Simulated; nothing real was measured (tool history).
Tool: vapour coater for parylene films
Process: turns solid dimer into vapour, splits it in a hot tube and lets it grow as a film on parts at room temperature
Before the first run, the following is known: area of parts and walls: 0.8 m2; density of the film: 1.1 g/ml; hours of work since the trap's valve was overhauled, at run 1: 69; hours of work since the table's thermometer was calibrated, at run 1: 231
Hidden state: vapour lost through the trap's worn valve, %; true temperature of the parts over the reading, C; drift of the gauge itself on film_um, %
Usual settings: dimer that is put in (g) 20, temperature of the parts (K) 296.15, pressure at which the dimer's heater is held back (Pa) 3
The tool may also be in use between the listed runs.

run	hour	dimer that is put in (g)	temperature of the parts (K)	pressure at which the dimer's heater is held back (Pa)	hours of work since the trap's valve was overhauled	hours of work since the table's thermometer was calibrated	thickness of the film (µm)
1	0	20	296.15	3	69	231	11.66
2	57.4	20	296.15	3	93	255	11.77
3	89	20	296.15	3	106	269	11.62
4	161.7	8	296.15	3	137	299	4.58
5	220.7	8	292.15	3	162	324	5.44
6	256.2	8	292.15	3	177	339	5.37
7	293.1	20	296.15	3	192	355	11.68
8	352.7	20	296.15	3	217	380	11.65
9	399.5	20	296.15	3	237	399	11.51
10	451.2	20	296.15	3	259	421	11.62
11	521	20	299.15	3	288	451	10.41
12	590.8	14	299.15	3	318	480	7.31
13	644.4	20	296.15	3	340	503	11.5
14	682.8	15	296.15	3	356	519	8.75
15	731.9	15	296.15	3	377	539	8.76
16	793.7	12	296.15	3	403	566	6.91
17	855	20	296.15	9.73	429	591	9.13
18	909.5	20	296.15	9.73	452	614	8.99
19	949.2	20	296.15	9.73	469	631	9.06
20	1012	20	296.15	4.06	495	657	10.72
# hour 1021.9: trap's valve overhauled
21	1057.7	20	296.15	4.06	15	675	10.9
22	1101.6	20	296.15	3.04	34	694	11.52
23	1173.1	20	296.15	3.04	64	724	11.65
24	1238.8	20	296.15	3.04	91	751	11.41
25	1281	20	295.15	3.5	109	769	11.65
26	1348.8	23	296.15	3	138	798	13.38
27	1382.2	23	291.15	2.14	152	812	17.04
28	1441.6	23	291.15	2.14	177	837	17.41
29	1501.8	20	302.15	3	202	862	9.36
30	1539	20	299.15	3	218	878	10.58
31	1580.7	21	301.15	11.08	235	895	7.68
# hour 1603.6: table's thermometer calibrated
32	1614.8	21	301.15	11.08	249	5	7.63
33	1676.9	13	304.15	9.03	276	31	4.43
34	1733.1	20	304.15	3	299	55	8.61
35	1775.4	20	304.15	3	317	72	8.63
36	1828.3	9	297.15	3	339	95	4.95
37	1862.4	9	297.15	3	354	109	4.97
38	1894.7	12	294.15	3.15	367	123	7.43

Run 39 comes next. What will it give?
39	1955.9	12	294.15	3.15	393	148	?

thickness of the film (µm): 7.49
With no hidden state in the tool, this same run would have given thickness of the film (µm) 7.51.
